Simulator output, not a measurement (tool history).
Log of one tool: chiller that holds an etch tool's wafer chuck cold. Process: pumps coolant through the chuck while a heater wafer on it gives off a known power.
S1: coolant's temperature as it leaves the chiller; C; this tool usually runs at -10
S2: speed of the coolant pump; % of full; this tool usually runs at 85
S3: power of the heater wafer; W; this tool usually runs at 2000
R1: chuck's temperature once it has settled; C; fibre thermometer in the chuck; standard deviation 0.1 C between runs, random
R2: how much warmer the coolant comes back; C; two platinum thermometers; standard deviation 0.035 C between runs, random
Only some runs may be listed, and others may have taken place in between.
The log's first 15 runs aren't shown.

run	hour	S1	S2	S3	R1	R2
16	884.0	-10	73	2000	4.4	7.01
17	963.5	-10	85	2000	2.6	5.98
18	1003.8	-10	85	2000	2.5	5.87
19	1078.9	-10	85	2000	2.5	6.01
20	1148.8	-6	65	2174	11.2	8.74
21	1216.3	-4	85	1821	7.5	5.41
# hour 1222.1: chiller's thermometer calibrated
22	1298.7	-7	92	1675	2.7	4.48
23	1362.4	-7	92	1675	3.1	4.50
24	1454.7	-15	72	2580	3.7	9.31
25	1522.9	-10	85	2936	8.6	8.80
26	1579.9	-8	85	1043	-1.5	3.10
27	1638.5	-8	85	1043	-1.5	3.10
28	1700.5	-8	85	1043	-1.3	3.07
29	1776.8	-8	85	1043	-1.5	3.14
30	1823.9	-8	85	1043	-1.5	3.06
# hour 1895.2: coolant pump overhauled
31	1907.5	0	83	2000	12.9	6.07
32	1955.6	0	83	2000	13.0	6.03
33	2048.3	0	98	2000	11.2	5.00

Forecast each of these 3 alternatives for the next run:
A	2129.8	-1	87	1428	?	?
B	2129.8	-18	85	2000	?	?
C	2129.8	-5	91	1460	?	?

run	R1	R2
A	7.9	4.10
B	-5.4	5.95
C	3.8	3.97
With no hidden state in the tool, these same runs would have given:
run	R1	R2
A	7.8	4.10
B	-5.4	5.94
C	3.7	3.97

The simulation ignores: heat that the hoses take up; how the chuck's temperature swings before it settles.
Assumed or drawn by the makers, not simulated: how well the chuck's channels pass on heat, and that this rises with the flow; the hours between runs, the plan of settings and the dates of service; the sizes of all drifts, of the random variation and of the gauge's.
